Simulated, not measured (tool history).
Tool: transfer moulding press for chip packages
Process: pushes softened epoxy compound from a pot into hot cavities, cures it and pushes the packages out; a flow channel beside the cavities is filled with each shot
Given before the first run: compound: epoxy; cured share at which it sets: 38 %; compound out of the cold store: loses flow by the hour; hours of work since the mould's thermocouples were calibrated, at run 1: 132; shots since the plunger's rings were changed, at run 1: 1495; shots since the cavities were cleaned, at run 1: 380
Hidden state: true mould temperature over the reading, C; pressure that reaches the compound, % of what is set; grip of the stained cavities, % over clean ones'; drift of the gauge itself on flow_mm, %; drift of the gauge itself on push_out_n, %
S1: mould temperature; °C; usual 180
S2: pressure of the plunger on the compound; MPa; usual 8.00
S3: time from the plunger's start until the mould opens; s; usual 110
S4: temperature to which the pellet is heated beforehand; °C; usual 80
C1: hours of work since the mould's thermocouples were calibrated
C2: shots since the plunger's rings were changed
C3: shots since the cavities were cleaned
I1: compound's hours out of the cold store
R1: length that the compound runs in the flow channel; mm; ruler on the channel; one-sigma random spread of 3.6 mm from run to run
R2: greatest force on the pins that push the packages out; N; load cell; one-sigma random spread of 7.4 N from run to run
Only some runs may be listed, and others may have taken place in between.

run,day,S1,S2,S3,S4,C1,C2,C3,I1,R1,R2
1,0.000,180,8.00,110,80,132,1495,380,19.4,1011,438
2,0.875,175,8.00,110,80,145,1721,606,35.2,966,638
3,1.554,180,8.00,113,80,156,1896,781,9.2,1049,496
4,2.025,180,8.00,110,80,163,2018,903,29.0,959,514
# day 2.971: cavities cleaned with cleaning compound and waxed
5,3.054,180,8.00,110,73,177,2267,21,38.6,928,327
6,3.471,180,8.00,110,73,184,2376,130,11.4,1032,389
7,4.254,180,8.00,110,73,196,2577,331,40.2,924,419
# day 4.383: mould's thermocouples calibrated
8,4.867,180,8.00,110,73,7,2714,468,10.6,1026,488
9,5.262,180,8.00,132,87,13,2816,570,47.8,889,376
# day 6.004: mould's thermocouples calibrated, once more
10,6.242,181,7.53,107,71,4,3047,801,16.4,975,535
11,7.012,177,6.08,97,80,15,3247,1001,16.0,884,875
# day 7.550: cavities cleaned with cleaning compound and waxed
12,7.662,177,6.08,97,80,24,3398,29,36.7,815,522
13,8.242,180,8.00,110,88,33,3548,179,46.0,898,366
14,9.121,182,9.64,110,83,47,3775,406,39.2,995,387

4 options for the next run, each taken on its own from the tool as it stands now. Forecast them:
A,9.842,179,9.81,110,84,58,3961,592,43.8,?,?
B,9.842,179,8.42,110,83,58,3961,592,32.4,?,?
C,9.842,188,6.10,110,83,58,3961,592,36.2,?,?
D,9.842,186,6.49,110,80,58,3961,592,8.6,?,?

run,R1,R2
A,1004,481
B,966,500
C,785,355
D,912,385
Without the tool's hidden state the same runs would have given:
run,R1,R2
A,1034,322
B,995,336
C,809,240
D,939,261
